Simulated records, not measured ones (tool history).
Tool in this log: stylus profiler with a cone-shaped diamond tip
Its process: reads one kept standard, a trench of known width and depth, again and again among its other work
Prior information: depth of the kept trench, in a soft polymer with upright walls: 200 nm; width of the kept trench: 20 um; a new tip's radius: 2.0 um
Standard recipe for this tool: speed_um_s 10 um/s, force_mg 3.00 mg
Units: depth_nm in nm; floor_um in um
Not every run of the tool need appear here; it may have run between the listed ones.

| run | day | speed_um_s | force_mg | depth_nm | floor_um |
|---|---|---|---|---|---|
| 1 | 0.000 | 10 | 3.00 | 202.42 | 17.98 |
| 2 | 0.612 | 10 | 3.00 | 202.33 | 18.00 |
| 3 | 1.575 | 10 | 3.00 | 202.18 | 17.89 |
| 4 | 2.200 | 16 | 3.00 | 202.22 | 17.85 |
| 5 | 3.125 | 10 | 3.00 | 202.18 | 17.99 |
| 6 | 3.688 | 26 | 3.00 | 202.33 | 17.84 |
| 7 | 4.592 | 26 | 3.00 | 202.51 | 17.83 |
| 8 | 5.604 | 10 | 1.92 | 201.90 | 17.90 |
| 9 | 6.596 | 10 | 1.92 | 202.00 | 17.96 |
| 10 | 7.592 | 10 | 3.00 | 202.30 | 17.95 |
| 11 | 8.442 | 10 | 3.00 | 202.55 | 17.92 |
| 12 | 9.000 | 10 | 3.00 | 202.45 | 17.95 |
| 13 | 9.475 | 10 | 3.00 | 202.54 | 17.98 |
| 14 | 10.438 | 10 | 3.00 | 202.69 | 17.92 |
| 15 | 11.296 | 3 | 3.00 | 202.45 | 17.97 |
| 16 | 12.012 | 10 | 3.00 | 202.48 | 17.88 |
| 17 | 12.983 | 10 | 1.36 | 201.89 | 17.86 |
| 18 | 13.858 | 10 | 3.00 | 202.61 | 17.90 |
| 19 | 14.371 | 10 | 3.00 | 202.51 | 17.84 |
| 20 | 14.917 | 10 | 3.00 | 202.40 | 17.88 |
| 21 | 15.429 | 10 | 3.00 | 202.48 | 17.89 |
| 22 | 16.279 | 20 | 1.47 | 201.80 | 17.83 |
| 23 | 17.029 | 32 | 1.52 | 202.00 | 17.66 |
| 24 | 17.904 | 32 | 1.52 | 201.87 | 17.67 |
| 25 | 18.800 | 9 | 1.08 | 201.70 | 17.83 |
| 26 | 19.458 | 3 | 5.09 | 203.24 | 17.88 |
| 27 | 19.958 | 23 | 2.00 | 202.09 | 17.77 |
| 28 | 20.408 | 23 | 2.00 | 202.13 | 17.70 |
| 29 | 21.108 | 3 | 1.08 | 201.79 | 17.87 |
| 30 | 21.675 | 3 | 1.08 | 201.60 | 17.88 |
| 31 | 22.421 | 35 | 1.26 | 201.76 | 17.54 |
| 32 | 23.308 | 11 | 7.26 | 204.03 | 17.79 |
| 33 | 23.850 | 4 | 6.66 | 203.86 | 17.81 |
| 34 | 24.533 | 4 | 6.66 | 203.88 | 17.88 |
| 35 | 25.275 | 5 | 5.26 | 203.55 | 17.88 |
| 36 | 25.983 | 3 | 5.64 | 203.60 | 17.84 |
| 37 | 26.508 | 4 | 1.41 | 201.92 | 17.83 |
| 38 | 27.433 | 3 | 1.08 | 201.85 | 17.85 |
| 39 | 28.121 | 31 | 3.00 | 202.64 | 17.74 |

For some of the steps in depth_nm from one run to the next: how much would appear even if the tool had no hidden state, given the settings, what came in and random variation, and how much remains for the hidden state plus any gauge scatter that the measured result and the result without hidden state don't share?
Hidden state present: radius of the tip, um; height scale over the true one, %; drift of the gauge itself on depth_nm, %; drift of the gauge itself on floor_um, %.
Run 3 -> 4: speed_um_s 10 -> 16. depth_nm +0.04 nm: hidden state +0.02, all else +0.02.
Run 7 -> 8: speed_um_s 26 -> 10, force_mg 3.00 -> 1.92. depth_nm -0.61 nm: hidden state +0.02, all else -0.63.
Run 9 -> 10: force_mg 1.92 -> 3.00. depth_nm +0.30 nm: hidden state +0.02, all else +0.28.
Run 25 -> 26: speed_um_s 9 -> 3, force_mg 1.08 -> 5.09. depth_nm +1.54 nm: hidden state +0.01, all else +1.53.
Run 31 -> 32: speed_um_s 35 -> 11, force_mg 1.26 -> 7.26. depth_nm +2.27 nm: hidden state +0.02, all else +2.25.
Run 36 -> 37: speed_um_s 3 -> 4, force_mg 5.64 -> 1.41. depth_nm -1.68 nm: hidden state +0.00, all else -1.68.
